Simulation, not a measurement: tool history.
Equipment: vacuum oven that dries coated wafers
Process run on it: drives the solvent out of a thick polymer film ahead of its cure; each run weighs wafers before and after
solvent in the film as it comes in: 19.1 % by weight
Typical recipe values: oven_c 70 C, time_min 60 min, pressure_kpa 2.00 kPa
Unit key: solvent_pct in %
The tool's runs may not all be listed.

Run 1, hour 0.0: usual settings. Result: solvent_pct 1.79 %.
Run 2, hour 18.5: usual settings but oven_c 74 C. Result: solvent_pct 1.24 %.
Run 3, hour 40.5: usual settings but oven_c 74 C. Result: solvent_pct 1.25 %.
Run 4, hour 69.4: usual settings but oven_c 58 C. Result: solvent_pct 5.05 %.
Run 5, hour 85.0: usual settings but oven_c 62 C. Result: solvent_pct 3.70 %.
Run 6, hour 109.8: usual settings but oven_c 62 C, time_min 51 min. Result: solvent_pct 4.36 %.
Run 7, hour 136.6: usual settings but oven_c 69 C, time_min 51 min. Result: solvent_pct 2.36 %.
Run 8, hour 160.8: usual settings but oven_c 69 C, time_min 51 min. Result: solvent_pct 2.35 %.
Run 9, hour 174.7: usual settings but oven_c 69 C, time_min 48 min. Result: solvent_pct 2.52 %.
Run 10, hour 189.2: usual settings but time_min 67 min. Result: solvent_pct 1.57 %.
Run 11, hour 209.8: usual settings but oven_c 61 C, time_min 62 min, pressure_kpa 1.37 kPa. Result: solvent_pct 3.39 %.
Run 12, hour 238.7: usual settings but oven_c 76 C, time_min 87 min, pressure_kpa 1.86 kPa. Result: solvent_pct 0.86 %.
Run 13, hour 255.8: usual settings but oven_c 76 C, time_min 87 min, pressure_kpa 1.86 kPa. Result: solvent_pct 0.88 %.
Run 14, hour 268.9: usual settings but time_min 52 min. Result: solvent_pct 2.09 %.
Run 15, hour 286.5: usual settings but time_min 40 min. Result: solvent_pct 2.88 %.
Run 16, hour 314.4: usual settings but time_min 40 min. Result: solvent_pct 2.87 %.
Run 17, hour 342.2: usual settings but time_min 63 min, pressure_kpa 7.85 kPa. Result: solvent_pct 4.78 %.
Run 18, hour 365.0: usual settings but time_min 67 min, pressure_kpa 5.56 kPa. Result: solvent_pct 3.46 %.
Run 19, hour 380.3: usual settings but time_min 67 min, pressure_kpa 5.56 kPa. Result: solvent_pct 3.46 %.
Run 20, hour 400.3: usual settings but time_min 67 min, pressure_kpa 5.56 kPa. Result: solvent_pct 3.46 %.

Each row is a separate what-if for the run after 20, all from the same tool condition, not one after another. Results?
Run A, hour 422.5: usual settings but oven_c 84 C, time_min 38 min, pressure_kpa 1.26 kPa. Result: solvent_pct ?.
Run B, hour 422.5: usual settings but time_min 47 min, pressure_kpa 5.56 kPa. Result: solvent_pct ?.
Run C, hour 422.5: usual settings but oven_c 80 C, pressure_kpa 1.29 kPa. Result: solvent_pct ?.

run  solvent_pct
  A         0.60
  B         4.14
  C         0.58
What these runs would have given with no unlogged condition in the tool:
run  solvent_pct
  A         0.61
  B         4.33
  C         0.55
